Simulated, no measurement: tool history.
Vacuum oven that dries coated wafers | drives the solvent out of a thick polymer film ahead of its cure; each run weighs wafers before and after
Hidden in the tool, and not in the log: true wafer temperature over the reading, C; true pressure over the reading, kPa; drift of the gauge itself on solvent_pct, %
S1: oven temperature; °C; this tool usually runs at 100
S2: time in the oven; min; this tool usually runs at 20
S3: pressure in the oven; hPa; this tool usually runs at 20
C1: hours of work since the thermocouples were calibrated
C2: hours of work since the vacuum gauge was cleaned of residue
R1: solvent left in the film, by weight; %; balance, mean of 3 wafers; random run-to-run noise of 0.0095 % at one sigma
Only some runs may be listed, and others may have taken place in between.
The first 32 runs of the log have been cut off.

Run 33, day 71.55: usual settings but S1 90 °C, S2 21 min, S3 20.9 hPa; C1 1019; C2 91. Result: R1 5.021 %.
Run 34, day 73.475: usual settings but S1 90 °C, S2 21 min, S3 20.9 hPa; C1 1046; C2 119. Result: R1 5.019 %.
Run 35, day 76.462: usual settings but S1 90 °C, S2 21 min, S3 20.9 hPa; C1 1089; C2 162. Result: R1 5.02 %.
Run 36, day 77.996: usual settings but S1 92 °C, S2 25 min, S3 16.9 hPa; C1 1111; C2 184. Result: R1 3.412 %.
Run 37, day 80.992: usual settings but S2 28 min, S3 42.6 hPa; C1 1154; C2 227. Result: R1 2.501 %.
Run 38, day 83.988: usual settings but S2 18 min, S3 13.9 hPa; C1 1198; C2 270. Result: R1 3.022 %.
Run 39, day 86.567: usual settings but S2 18 min, S3 13.9 hPa; C1 1235; C2 307. Result: R1 3.019 %.
Run 40, day 88.729: usual settings but S1 97 °C; C1 1266; C2 338. Result: R1 3.412 %.
Run 41, day 90.104: usual settings but S1 114 °C, S3 15.9 hPa; C1 1286; C2 358. Result: R1 0.801 %.
Run 42, day 92.829: usual settings but S1 87 °C, S2 22 min, S3 29.1 hPa; C1 1325; C2 397. Result: R1 6.038 %.
Run 43, day 95.6: usual settings but S1 110 °C, S2 13 min; C1 1365; C2 437. Result: R1 2.626 %.
Run 44, day 97.267: usual settings but S2 18 min, S3 64.2 hPa; C1 1389; C2 461. Result: R1 4.71 %.
Run 45, day 100.021: usual settings but S2 25 min, S3 34.3 hPa; C1 1428; C2 501. Result: R1 2.502 %.
Run 46, day 101.788: usual settings but S2 25 min, S3 34.3 hPa; C1 1454; C2 526. Result: R1 2.502 %.

4 options for the next run, each taken on its own from the tool as it stands now. Forecast them:
Run A, day 103.304: usual settings but S1 110 °C, S2 30 min, S3 29 hPa; C1 1475; C2 548. Result: R1 ?.
Run B, day 103.304: usual settings but S2 27 min, S3 34.3 hPa; C1 1475; C2 548. Result: R1 ?.
Run C, day 103.304: usual settings but S1 93 °C, S2 12 min, S3 59.5 hPa; C1 1475; C2 548. Result: R1 ?.
Run D, day 103.304: usual settings but S2 15 min, S3 26.8 hPa; C1 1475; C2 548. Result: R1 ?.

run     R1
  A  0.994
  B  2.272
  C  8.652
  D  4.332
With no hidden state in the tool, these same runs would have given:
run     R1
  A  0.993
  B  2.378
  C  8.959
  D  4.572
